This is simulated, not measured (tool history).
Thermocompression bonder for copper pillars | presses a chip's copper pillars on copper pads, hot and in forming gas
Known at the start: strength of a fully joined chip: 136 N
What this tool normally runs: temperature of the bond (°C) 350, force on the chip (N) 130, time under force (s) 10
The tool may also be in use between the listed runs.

run	hour	temperature of the bond (°C)	force on the chip (N)	time under force (s)	force that shears a chip off (N)
1	0	350	130	10	81.2
2	26.1	350	130	10	81.6
3	61.9	350	130	10	82.5
4	95.7	350	130	10	82.6
5	123.4	360	130	10	88.8
6	155.9	350	130	10	82.6
7	194.2	350	130	10	82.5
# hour 218.5: forming gas filter changed
8	232	350	130	10	83.4
9	260.5	350	130	10	82.9
10	292	350	130	10	83.5
11	330	350	130	10	82.4
12	346.5	350	130	10	83.7
13	377.1	365	130	10	93.9
# hour 382.6: gauge calibrated
14	401.2	365	130	10	91.8
15	434	365	130	10	92.9
16	460.2	350	130	10	81.4
17	487.6	350	130	10	82.3
18	526.2	350	130	18	96.4
19	550.4	350	130	18	97.5
20	586	337	130	10	73.9
21	608.3	337	130	6	61.9
22	639.1	350	130	11	84.4
23	656.4	358	105	7	73.2
24	675.7	358	105	7	72.4
# hour 689.7: forming gas filter changed
25	704.6	363	99	10	83.4
26	731.7	333	126	19	87
27	751.9	353	156	13	97.8
28	786.8	350	118	13	87.7
# hour 813.2: heater calibrated with a thermocouple chip
29	824.6	365	93	10	83.6
30	842.6	350	81	18	83.2
31	880.5	350	81	18	84.1
32	897.7	350	81	18	84.3
33	921.2	350	118	17	94.9
34	940	350	118	21	100.3
35	974.5	350	118	21	100.8
36	991.5	367	100	5	70.5
37	1024.3	377	113	14	108
38	1048.6	338	130	11	78.6
39	1079.5	329	103	10	62.8
40	1108.4	329	103	10	63.2

Each row is a separate what-if for the run after 40, all from the same tool condition, not one after another. Results?
# hour 1148.5: gauge calibrated
A	1148.5	325	84	11	?
# hour 1148.5: gauge calibrated
B	1148.5	329	103	18	?
# hour 1148.5: gauge calibrated
C	1148.5	339	191	16	?

run	force that shears a chip off (N)
A	54
B	73.7
C	96.7
The same runs, with their run-to-run variation unchanged, on a tool lacking any hidden condition would have given:
run	force that shears a chip off (N)
A	54
B	73.8
C	97
